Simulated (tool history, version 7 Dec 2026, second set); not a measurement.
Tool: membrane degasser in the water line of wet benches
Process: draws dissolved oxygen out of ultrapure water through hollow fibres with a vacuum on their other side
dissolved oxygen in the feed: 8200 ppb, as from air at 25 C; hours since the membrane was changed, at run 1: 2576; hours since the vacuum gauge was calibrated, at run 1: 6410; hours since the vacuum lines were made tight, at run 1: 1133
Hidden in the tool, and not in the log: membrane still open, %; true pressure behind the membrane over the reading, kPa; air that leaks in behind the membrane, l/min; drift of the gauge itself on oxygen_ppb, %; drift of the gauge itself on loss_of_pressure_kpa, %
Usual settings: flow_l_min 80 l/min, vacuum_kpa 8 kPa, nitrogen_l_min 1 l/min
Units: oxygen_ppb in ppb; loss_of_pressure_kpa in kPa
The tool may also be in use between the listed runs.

| run | hour | flow_l_min | vacuum_kpa | nitrogen_l_min | hours since the membrane was changed | hours since the vacuum gauge was calibrated | hours since the vacuum lines were made tight | oxygen_ppb | loss_of_pressure_kpa |
|---|---|---|---|---|---|---|---|---|---|
| 1 | 0 | 80 | 8 | 1 | 2576 | 6410 | 1133 | 684.5 | 29.93 |
| 2 | 72.3 | 80 | 8 | 1 | 2649 | 6483 | 1205 | 682.7 | 29.72 |
| 3 | 189.8 | 80 | 8 | 1 | 2766 | 6600 | 1323 | 682.3 | 29.82 |
| 4 | 295.3 | 80 | 10.38 | 1 | 2872 | 6706 | 1428 | 980.1 | 29.89 |
| 5 | 386.9 | 80 | 10.38 | 1 | 2963 | 6797 | 1520 | 965.5 | 30 |
| 6 | 467.8 | 80 | 8 | 1 | 3044 | 6878 | 1601 | 684.3 | 29.94 |
| 7 | 619.8 | 80 | 8 | 1 | 3196 | 7030 | 1753 | 697.7 | 30.15 |
| 8 | 749.4 | 80 | 8 | 0.9 | 3326 | 7160 | 1883 | 745.9 | 29.73 |
| 9 | 874.4 | 80 | 8 | 1 | 3451 | 7285 | 2008 | 694.1 | 29.96 |
| 10 | 1049.4 | 80 | 11.78 | 1 | 3626 | 7460 | 2183 | 1110.7 | 30.3 |
| 11 | 1228.6 | 80 | 11.78 | 1 | 3805 | 7639 | 2362 | 1123.1 | 30.19 |
| 12 | 1316.5 | 80 | 11.78 | 1 | 3893 | 7727 | 2450 | 1139.9 | 29.85 |
| 13 | 1472.6 | 80 | 9.49 | 1 | 4049 | 7883 | 2606 | 871.6 | 30.16 |
| 14 | 1608.5 | 80 | 8 | 0.84 | 4185 | 8019 | 2742 | 773.3 | 30.22 |
| 15 | 1713.8 | 80 | 8 | 0.84 | 4290 | 8124 | 2847 | 777.5 | 30.16 |
| 16 | 1827.6 | 106 | 8 | 1 | 4404 | 8238 | 2961 | 834.3 | 40.2 |
| 17 | 1921.3 | 49 | 8 | 0.93 | 4498 | 8332 | 3054 | 512.9 | 18.67 |
| 18 | 2020.8 | 105 | 17.9 | 2.22 | 4597 | 8431 | 3154 | 1276.7 | 39.64 |
| 19 | 2148.9 | 68 | 8.83 | 2.3 | 4725 | 8559 | 3282 | 398.9 | 25.61 |
|  | 2161.1 | vacuum gauge calibrated |
| 20 | 2244.6 | 80 | 7.21 | 0.49 | 4821 | 83 | 3377 | 780.9 | 30.14 |
| 21 | 2339 | 80 | 7.21 | 0.49 | 4915 | 178 | 3472 | 774.1 | 30.17 |
| 22 | 2459.6 | 80 | 8 | 0.41 | 5036 | 298 | 3592 | 988.3 | 30.27 |
| 23 | 2552 | 80 | 8 | 0.41 | 5128 | 391 | 3685 | 984.3 | 30.08 |
| 24 | 2686.1 | 80 | 8 | 0.41 | 5262 | 525 | 3819 | 998.7 | 30.08 |
| 25 | 2808.1 | 80 | 14.26 | 1 | 5384 | 647 | 3941 | 1309.6 | 30.67 |
| 26 | 2964.6 | 122 | 14.46 | 2.79 | 5541 | 803 | 4097 | 918.5 | 46.41 |
| 27 | 3144.7 | 122 | 14.46 | 2.79 | 5721 | 984 | 4277 | 941.3 | 46.65 |
| 28 | 3270.3 | 72 | 5.68 | 1.23 | 5846 | 1109 | 4403 | 275.2 | 27.84 |
| 29 | 3352 | 72 | 5.76 | 0.62 | 5928 | 1191 | 4485 | 426.4 | 27.29 |
| 30 | 3480.7 | 80 | 8.63 | 1.13 | 6057 | 1320 | 4613 | 661.8 | 30.53 |
| 31 | 3609.2 | 55 | 5.14 | 1.21 | 6185 | 1448 | 4742 | 176.6 | 20.99 |
| 32 | 3695.6 | 60 | 8 | 1.12 | 6272 | 1534 | 4828 | 482.9 | 22.79 |

4 ways to go on from here, each from the tool as it stands after run 32. What would each give?
| A | 3770.9 | 61 | 7.15 | 0.74 | 6347 | 1610 | 4904 | ? | ? |
| B | 3770.9 | 60 | 8 | 0.41 | 6347 | 1610 | 4904 | ? | ? |
| C | 3770.9 | 60 | 15.96 | 1.59 | 6347 | 1610 | 4904 | ? | ? |
| D | 3770.9 | 121 | 18.74 | 0.57 | 6347 | 1610 | 4904 | ? | ? |

| run | oxygen_ppb | loss_of_pressure_kpa |
|---|---|---|
| A | 530.5 | 23.28 |
| B | 866.6 | 22.91 |
| C | 912.3 | 22.84 |
| D | 2864.2 | 46.11 |
Without the tool's hidden state the same runs would have given:
| run | oxygen_ppb | loss_of_pressure_kpa |
|---|---|---|
| A | 521.1 | 22.2 |
| B | 860.5 | 21.85 |
| C | 904.1 | 21.78 |
| D | 2864.7 | 43.98 |

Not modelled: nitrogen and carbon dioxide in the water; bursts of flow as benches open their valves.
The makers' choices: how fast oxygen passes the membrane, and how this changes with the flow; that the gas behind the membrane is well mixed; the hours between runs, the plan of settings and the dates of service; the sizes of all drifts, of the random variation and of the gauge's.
